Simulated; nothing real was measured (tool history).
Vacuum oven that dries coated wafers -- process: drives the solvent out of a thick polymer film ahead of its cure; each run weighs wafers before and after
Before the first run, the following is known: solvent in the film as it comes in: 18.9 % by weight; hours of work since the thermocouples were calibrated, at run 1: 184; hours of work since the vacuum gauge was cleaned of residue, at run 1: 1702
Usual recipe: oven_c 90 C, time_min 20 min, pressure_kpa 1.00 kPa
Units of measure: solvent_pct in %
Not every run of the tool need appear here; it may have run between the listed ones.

run	hour	oven_c	time_min	pressure_kpa	hours of work since the thermocouples were calibrated	hours of work since the vacuum gauge was cleaned of residue	solvent_pct
1	0.0	90	20	1.00	184	1702	1.98
2	62.3	90	20	1.00	214	1732	1.96
3	131.2	90	20	1.00	248	1766	2.04
4	177.0	90	20	1.06	271	1789	1.87
5	221.9	90	20	1.06	293	1811	1.94
6	263.2	90	20	1.89	314	1831	2.13
7	348.6	90	20	1.00	356	1874	1.90
8	413.4	89	20	1.00	388	1906	2.10
9	479.8	83	20	1.00	420	1938	3.60
10	527.4	90	13	1.00	444	1962	3.75
11	620.8	90	13	1.00	490	2008	3.68
12	688.1	90	13	1.00	523	2041	3.68
13	773.8	90	13	1.00	566	2083	3.65
14	818.1	90	13	1.00	587	2105	3.72
15	874.2	90	13	1.00	615	2133	3.71
16	917.6	90	13	1.00	636	2154	3.64
17	997.1	90	13	1.00	676	2194	3.61
18	1082.9	90	13	1.00	718	2236	3.64
19	1178.2	90	13	1.00	765	2283	3.70
20	1258.4	90	13	1.00	805	2323	3.63
21	1316.0	90	13	1.00	833	2351	3.73
22	1404.1	90	13	1.00	877	2394	3.66
23	1459.5	95	13	0.68	904	2422	2.31
24	1537.7	95	23	0.68	942	2460	0.76
25	1583.0	78	11	3.16	965	2483	9.12
26	1664.2	77	28	0.80	1005	2523	3.61
# hour 1699.9: vacuum gauge cleaned of residue and calibrated
27	1731.9	100	33	0.57	1038	16	0.20
28	1807.9	90	15	0.52	1075	53	2.82
29	1863.5	90	15	0.52	1102	81	2.82
30	1924.6	90	15	0.52	1133	111	2.86
31	2008.6	90	32	0.81	1174	152	0.69
32	2049.0	90	32	0.81	1194	172	0.71
33	2110.5	102	20	3.99	1224	203	1.38
34	2161.8	101	13	2.78	1250	228	1.81
35	2239.3	82	13	2.59	1288	266	6.73
36	2283.9	82	13	2.59	1310	288	6.81

Each row is a separate what-if for the run after 36, all from the same tool condition, not one after another. Results?
# hour 2337.9: oven's thermocouples calibrated
A	2345.6	96	18	0.56	4	318	?
# hour 2337.9: oven's thermocouples calibrated
B	2345.6	78	26	1.31	4	318	?
# hour 2337.9: oven's thermocouples calibrated
C	2345.6	90	20	0.75	4	318	?
# hour 2337.9: oven's thermocouples calibrated
D	2345.6	98	12	1.00	4	318	?
# hour 2337.9: oven's thermocouples calibrated
E	2345.6	82	13	1.45	4	318	?

run	solvent_pct
A	1.12
B	4.09
C	1.86
D	2.11
E	6.39
With the hidden condition removed and each run's random variation left untouched, the same runs would have given:
run	solvent_pct
A	1.11
B	4.09
C	1.86
D	2.11
E	6.39
